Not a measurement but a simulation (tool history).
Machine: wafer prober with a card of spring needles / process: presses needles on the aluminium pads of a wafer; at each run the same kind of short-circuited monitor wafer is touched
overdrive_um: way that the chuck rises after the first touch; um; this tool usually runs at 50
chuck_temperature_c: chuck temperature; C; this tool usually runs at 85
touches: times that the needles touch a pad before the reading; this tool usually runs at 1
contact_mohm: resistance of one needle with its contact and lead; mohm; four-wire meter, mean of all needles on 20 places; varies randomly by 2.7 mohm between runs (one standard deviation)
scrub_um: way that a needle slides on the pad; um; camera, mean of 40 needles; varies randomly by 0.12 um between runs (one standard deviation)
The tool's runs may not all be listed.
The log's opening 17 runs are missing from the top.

run	hour	overdrive_um	chuck_temperature_c	touches	contact_mohm	scrub_um
# hour 634.9: tips cleaned on abrasive film
# hour 662.2: tips cleaned on abrasive film
18	668.4	55	85	1	583	14.28
# hour 690.3: tips cleaned on abrasive film
# hour 720.3: tips cleaned on abrasive film
19	728.9	50	84	1	743	12.54
# hour 751.5: tips cleaned on abrasive film
# hour 783.1: tips cleaned on abrasive film
20	787.3	35	60	2	609	9.04
# hour 811.9: tips cleaned on abrasive film
21	814.9	35	60	2	582	8.86
# hour 839.5: tips cleaned on abrasive film
22	845.2	35	60	2	806	8.99
# hour 869.2: tips cleaned on abrasive film
# hour 900.2: tips cleaned on abrasive film
23	900.4	35	60	2	382	8.81
# hour 931: tips cleaned on abrasive film
24	934	50	85	1	578	12.64
# hour 958.9: tips cleaned on abrasive film
25	967.3	50	85	1	731	12.47
# hour 989: tips cleaned on abrasive film
26	1014.8	50	85	1	942	12.48
# hour 1020.4: tips cleaned on abrasive film
# hour 1049.7: tips cleaned on abrasive film
27	1066.2	45	28	2	739	11.09
# hour 1080.4: tips cleaned on abrasive film
28	1097.1	38	28	1	1430	9.52
# hour 1110.1: tips cleaned on abrasive film
# hour 1138.4: tips cleaned on abrasive film
29	1143.6	63	85	2	437	15.58
# hour 1168.6: tips cleaned on abrasive film
30	1183.6	59	89	1	724	14.63
# hour 1196.5: tips cleaned on abrasive film
# hour 1225.5: tips cleaned on abrasive film
31	1225.5	59	89	1	336	14.57

Here are 5 independent what-if runs from the current tool condition. What would each one return?
# hour 1253.4: tips cleaned on abrasive film
A	1258.1	49	85	2	?	?
# hour 1253.4: tips cleaned on abrasive film
B	1258.1	54	85	1	?	?
# hour 1253.4: tips cleaned on abrasive film
C	1258.1	57	34	2	?	?
# hour 1253.4: tips cleaned on abrasive film
D	1258.1	50	66	1	?	?
# hour 1253.4: tips cleaned on abrasive film
E	1258.1	50	85	3	?	?

run	contact_mohm	scrub_um
A	515	11.88
B	583	13.39
C	458	14.18
D	647	12.49
E	430	12.41
Had the tool no hidden state, the same runs would have come out as:
run	contact_mohm	scrub_um
A	307	12.38
B	303	13.89
C	289	14.69
D	305	13
E	307	12.91
